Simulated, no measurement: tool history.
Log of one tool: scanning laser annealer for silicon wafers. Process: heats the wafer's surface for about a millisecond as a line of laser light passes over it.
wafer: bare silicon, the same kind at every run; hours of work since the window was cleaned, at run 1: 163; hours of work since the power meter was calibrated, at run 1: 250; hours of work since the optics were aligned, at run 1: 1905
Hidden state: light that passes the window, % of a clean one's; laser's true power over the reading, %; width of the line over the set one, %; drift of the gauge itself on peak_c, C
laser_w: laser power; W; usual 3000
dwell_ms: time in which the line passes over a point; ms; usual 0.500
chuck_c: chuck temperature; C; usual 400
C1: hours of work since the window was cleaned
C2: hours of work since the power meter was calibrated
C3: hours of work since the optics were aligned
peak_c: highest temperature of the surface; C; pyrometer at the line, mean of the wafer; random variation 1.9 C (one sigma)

{"run": 1, "hour": 0.0, "laser_w": 3000, "dwell_ms": 0.5, "chuck_c": 400, "C1": 163, "C2": 250, "C3": 1905, "peak_c": 1119}
{"run": 2, "hour": 17.0, "laser_w": 3000, "dwell_ms": 0.5, "chuck_c": 415, "C1": 173, "C2": 260, "C3": 1915, "peak_c": 1132}
{"run": 3, "hour": 29.7, "laser_w": 3000, "dwell_ms": 0.5, "chuck_c": 415, "C1": 181, "C2": 268, "C3": 1923, "peak_c": 1133}
{"run": 4, "hour": 51.7, "laser_w": 3000, "dwell_ms": 0.5, "chuck_c": 415, "C1": 194, "C2": 281, "C3": 1936, "peak_c": 1131}
{"run": 5, "hour": 68.9, "laser_w": 3000, "dwell_ms": 0.5, "chuck_c": 400, "C1": 204, "C2": 291, "C3": 1946, "peak_c": 1117}
{"run": 6, "hour": 83.7, "laser_w": 3000, "dwell_ms": 0.5, "chuck_c": 400, "C1": 213, "C2": 300, "C3": 1955, "peak_c": 1118}
{"run": 7, "hour": 104.6, "laser_w": 2551, "dwell_ms": 0.429, "chuck_c": 424, "C1": 225, "C2": 312, "C3": 1967, "peak_c": 967}
{"hour": 122.4, "done": "optics aligned, line set to its width"}
{"run": 8, "hour": 123.6, "laser_w": 2905, "dwell_ms": 0.593, "chuck_c": 372, "C1": 234, "C2": 321, "C3": 1, "peak_c": 1117}
{"run": 9, "hour": 143.9, "laser_w": 2905, "dwell_ms": 0.593, "chuck_c": 372, "C1": 246, "C2": 333, "C3": 13, "peak_c": 1116}
{"run": 10, "hour": 159.1, "laser_w": 2905, "dwell_ms": 0.593, "chuck_c": 372, "C1": 255, "C2": 342, "C3": 22, "peak_c": 1116}

Forecast run 11:
{"run": 11, "hour": 176.9, "laser_w": 2905, "dwell_ms": 0.593, "chuck_c": 372, "C1": 265, "C2": 352, "C3": 32, "peak_c": "?"}

{"run 11": {"peak_c": 1119}}
Without the tool's hidden state the same run would have given peak_c 1119 C.

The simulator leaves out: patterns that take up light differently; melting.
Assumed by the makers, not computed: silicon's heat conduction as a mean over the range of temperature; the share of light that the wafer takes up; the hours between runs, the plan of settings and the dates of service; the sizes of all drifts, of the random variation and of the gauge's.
